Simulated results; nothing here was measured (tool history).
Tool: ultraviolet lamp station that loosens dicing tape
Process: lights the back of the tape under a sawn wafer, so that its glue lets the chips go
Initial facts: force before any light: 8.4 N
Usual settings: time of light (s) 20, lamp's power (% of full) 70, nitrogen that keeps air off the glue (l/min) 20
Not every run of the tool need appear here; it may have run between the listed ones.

| run | hour | time of light (s) | lamp's power (% of full) | nitrogen that keeps air off the glue (l/min) | force that peels the tape off (N) | light that reached the tape (mJ/cm²) |
|---|---|---|---|---|---|---|
| 1 | 0 | 20 | 70 | 20 | 0.993 | 344 |
| 2 | 95 | 20 | 70 | 35 | 0.771 | 325 |
| 3 | 171.5 | 18 | 70 | 20 | 1.438 | 282 |
| 4 | 215.7 | 20 | 70 | 20 | 1.25 | 307 |
| 5 | 286.4 | 20 | 70 | 15 | 1.53 | 293 |
| 6 | 374.9 | 20 | 70 | 15 | 1.675 | 284 |
|  | 399.2 | window cleaned of glue's vapour |
| 7 | 446.5 | 20 | 70 | 15 | 2.098 | 242 |
| 8 | 510.6 | 27 | 70 | 20 | 1.214 | 309 |
| 9 | 588.9 | 20 | 70 | 20 | 2.041 | 215 |
| 10 | 670.9 | 20 | 70 | 10 | 3.025 | 203 |
| 11 | 712.4 | 27 | 70 | 20 | 1.517 | 264 |
| 12 | 791 | 27 | 70 | 20 | 1.71 | 251 |
|  | 833.5 | window cleaned of glue's vapour, once more |
| 13 | 859.5 | 27 | 70 | 20 | 0.655 | 428 |
| 14 | 931.5 | 27 | 70 | 20 | 0.73 | 414 |
| 15 | 998.1 | 27 | 70 | 20 | 0.739 | 400 |
| 16 | 1070.9 | 27 | 70 | 20 | 0.82 | 382 |
| 17 | 1141.2 | 20 | 70 | 20 | 1.471 | 271 |
| 18 | 1209.4 | 20 | 70 | 20 | 1.567 | 263 |
|  | 1294.6 | window cleaned of glue's vapour |
| 19 | 1298.5 | 20 | 70 | 20 | 1.258 | 300 |
| 20 | 1370.1 | 20 | 70 | 9 | 2.103 | 291 |
| 21 | 1444 | 20 | 70 | 9 | 2.261 | 280 |
| 22 | 1493.8 | 20 | 70 | 18 | 1.636 | 274 |
| 23 | 1549.7 | 21 | 94 | 12 | 1.212 | 370 |
| 24 | 1596.8 | 16 | 70 | 10 | 3.032 | 212 |
| 25 | 1652.7 | 16 | 70 | 10 | 3.05 | 195 |
| 26 | 1746.4 | 20 | 74 | 36 | 1.206 | 243 |
|  | 1761 | window cleaned of glue's vapour |
| 27 | 1831.3 | 20 | 74 | 36 | 0.907 | 295 |
| 28 | 1886.5 | 30 | 70 | 20 | 0.725 | 406 |
| 29 | 1958.4 | 11 | 98 | 20 | 2.295 | 199 |
|  | 1987.1 | lamp changed |
| 30 | 2041.8 | 26 | 85 | 9 | 0.69 | 568 |
| 31 | 2119.7 | 20 | 92 | 20 | 0.563 | 459 |
| 32 | 2197.6 | 20 | 92 | 20 | 0.591 | 438 |
|  | 2227.1 | window cleaned of glue's vapour |
| 33 | 2263 | 20 | 97 | 19 | 0.427 | 548 |
| 34 | 2324.1 | 38 | 70 | 13 | 0.363 | 726 |
| 35 | 2394.9 | 38 | 70 | 13 | 0.375 | 706 |
| 36 | 2453.8 | 22 | 70 | 13 | 1.029 | 399 |
| 37 | 2495.6 | 22 | 70 | 13 | 1.106 | 392 |
| 38 | 2542.7 | 22 | 70 | 13 | 1.115 | 383 |
| 39 | 2621.3 | 22 | 70 | 13 | 1.219 | 360 |
|  | 2689.3 | window cleaned of glue's vapour |
| 40 | 2702.3 | 22 | 70 | 13 | 0.948 | 416 |
| 41 | 2784.5 | 22 | 70 | 8 | 1.437 | 402 |
| 42 | 2827.8 | 21 | 70 | 6 | 1.905 | 372 |
| 43 | 2908.6 | 15 | 70 | 20 | 1.669 | 259 |

What if the next run were any one of these 4? Each begins from the tool's condition after run 43:
| A | 2996.4 | 19 | 60 | 17 | ? | ? |
| B | 2996.4 | 18 | 70 | 20 | ? | ? |
| C | 2996.4 | 15 | 70 | 13 | ? | ? |
| D | 2996.4 | 31 | 68 | 8 | ? | ? |

| run | force that peels the tape off (N) | light that reached the tape (mJ/cm²) |
|---|---|---|
| A | 1.662 | 270 |
| B | 1.258 | 295 |
| C | 2.113 | 250 |
| D | 0.992 | 496 |
With the hidden condition removed and each run's random variation left untouched, the same runs would have given:
| run | force that peels the tape off (N) | light that reached the tape (mJ/cm²) |
|---|---|---|
| A | 1.147 | 339 |
| B | 0.835 | 371 |
| C | 1.528 | 314 |
| D | 0.645 | 624 |

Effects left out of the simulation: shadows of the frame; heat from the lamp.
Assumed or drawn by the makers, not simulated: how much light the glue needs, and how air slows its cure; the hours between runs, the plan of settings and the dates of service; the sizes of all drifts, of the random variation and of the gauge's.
